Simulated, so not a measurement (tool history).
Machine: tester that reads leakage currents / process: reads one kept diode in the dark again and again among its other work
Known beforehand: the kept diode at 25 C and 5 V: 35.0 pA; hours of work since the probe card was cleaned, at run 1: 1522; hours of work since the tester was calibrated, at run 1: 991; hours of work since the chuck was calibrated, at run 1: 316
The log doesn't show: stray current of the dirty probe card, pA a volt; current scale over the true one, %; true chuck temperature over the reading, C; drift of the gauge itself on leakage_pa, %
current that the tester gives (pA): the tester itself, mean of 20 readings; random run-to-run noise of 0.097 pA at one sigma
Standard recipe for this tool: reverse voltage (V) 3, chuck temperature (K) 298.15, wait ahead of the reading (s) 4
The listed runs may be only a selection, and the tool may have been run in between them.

run	hour	reverse voltage (V)	chuck temperature (K)	wait ahead of the reading (s)	hours of work since the probe card was cleaned	hours of work since the tester was calibrated	hours of work since the chuck was calibrated	current that the tester gives (pA)
1	0	3	298.15	4	1522	991	316	30.28
2	193.5	3	298.15	4	1628	1097	421	30.3
3	405.6	3	298.15	4	1743	1213	537	30.14
4	601.2	3	298.15	4	1850	1320	644	30.19
# hour 810.1: chuck's temperature calibrated
5	812.6	3	298.15	4	1965	1434	1	32.16
6	1037.8	6.3	298.15	4	2088	1557	124	50.04
7	1193.1	6.3	298.15	4	2173	1642	209	50.2
8	1415.3	3	298.15	7.04	2294	1763	331	32.09
9	1593.4	3	298.15	0.45	2391	1861	428	33.8
10	1697.9	3.75	298.15	1	2449	1918	485	37.68
11	1937.1	3.75	298.15	1	2579	2049	616	37.9
12	2070	3	301.15	0.79	2652	2121	688	40.86

Forecast each of these 4 alternatives for the next run:
# hour 2206.5: chuck's temperature calibrated
A	2302.7	2.25	294.15	6.17	2778	2247	53	?
# hour 2206.5: chuck's temperature calibrated
B	2302.7	11.13	301.15	4.26	2778	2247	53	?
# hour 2206.5: chuck's temperature calibrated
C	2302.7	3.24	315.15	1.36	2778	2247	53	?
# hour 2206.5: chuck's temperature calibrated
D	2302.7	3	298.15	4.95	2778	2247	53	?

run	current that the tester gives (pA)
A	21.89
B	93.62
C	121.83
D	34.3
Without the tool's hidden state the same runs would have given:
run	current that the tester gives (pA)
A	16.72
B	67.81
C	115.87
D	27.47
